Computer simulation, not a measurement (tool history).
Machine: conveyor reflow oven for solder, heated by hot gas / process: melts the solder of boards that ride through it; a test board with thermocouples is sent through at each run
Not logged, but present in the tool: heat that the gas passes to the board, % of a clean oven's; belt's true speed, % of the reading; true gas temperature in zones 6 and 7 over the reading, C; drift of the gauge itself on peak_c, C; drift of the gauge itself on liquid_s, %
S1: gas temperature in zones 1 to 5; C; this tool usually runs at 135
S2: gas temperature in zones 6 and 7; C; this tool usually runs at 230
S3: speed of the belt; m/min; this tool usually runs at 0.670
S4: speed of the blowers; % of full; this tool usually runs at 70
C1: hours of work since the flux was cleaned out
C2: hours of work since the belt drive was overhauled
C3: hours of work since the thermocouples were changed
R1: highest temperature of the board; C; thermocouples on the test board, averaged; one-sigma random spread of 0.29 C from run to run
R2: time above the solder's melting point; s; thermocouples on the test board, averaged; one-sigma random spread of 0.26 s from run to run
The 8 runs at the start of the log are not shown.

run   hour   S1   S2     S3  S4   C1   C2   C3     R1    R2
  9   60.3  135  230  0.670  70  393  197  170  213.3  50.4
 10   68.1  135  230  0.670  70  398  201  175  213.4  49.9
 11   75.6  135  230  0.670  70  402  205  179  213.6  49.6
 12   82.3  135  230  0.670  67  406  209  183  212.3  49.0
 13   87.3  135  233  0.670  70  409  212  186  216.5  51.7
 14   94.9  135  221  0.670  70  413  216  190  205.7  42.9
 15  102.1  135  221  0.670  70  418  221  194  205.8  43.0
 16  111.2  135  230  0.607  78  423  226  200  218.1  59.3
 17  115.7  150  232  0.699  55  425  228  202  213.2  51.6
 18  122.7  135  233  0.679  70  429  232  206  215.5  50.6
 19  131.9  135  227  0.738  70  435  238  212  207.2  39.7
 20  139.6  126  238  0.670  70  439  242  216  218.3  50.7
 21  149.9  126  238  0.670  52  445  248  222  212.8  45.1
 22  155.2  126  238  0.670  52  448  251  225  213.0  45.4
 23  164.8  126  244  0.670  83  454  257  231  226.5  56.2
 24  169.6  135  230  0.752  70  456  260  233  209.1  39.9
 25  176.6  135  230  0.548  70  460  264  237  218.6  67.7
 26  187.1  135  230  0.548  70  466  270  243  219.2  68.0
     202.4  -- flux residue cleaned out of gas plates and filters
 27  202.4  148  230  0.641  55    0  276  249  216.2  59.7
 28  213.3  137  230  0.670  70    6  282  256  216.7  53.9
 29  222.6  137  230  0.670  70   12  287  261  217.1  54.0
 30  228.6  148  235  0.670  54   15  291  264  218.3  58.0

Here are 5 independent what-if runs from the current tool condition. What would each one return?
  A  234.5  148  241  0.578  51  19  294  268   ?   ?
  B  234.5  135  227  0.690  89  19  294  268   ?   ?
  C  234.5  148  238  0.796  51  19  294  268   ?   ?
  D  234.5  148  235  0.784  54  19  294  268   ?   ?
  E  234.5  148  245  0.670  54  19  294  268   ?   ?

run     R1    R2
  A  227.9  73.9
  B  216.3  52.2
  C  214.0  44.2
  D  213.3  45.2
  E  227.1  63.7
Stripped of hidden state, with their random variation kept, the same runs would have yielded:
run     R1    R2
  A  227.1  73.2
  B  215.6  51.6
  C  213.3  43.5
  D  212.6  44.6
  E  226.4  63.1
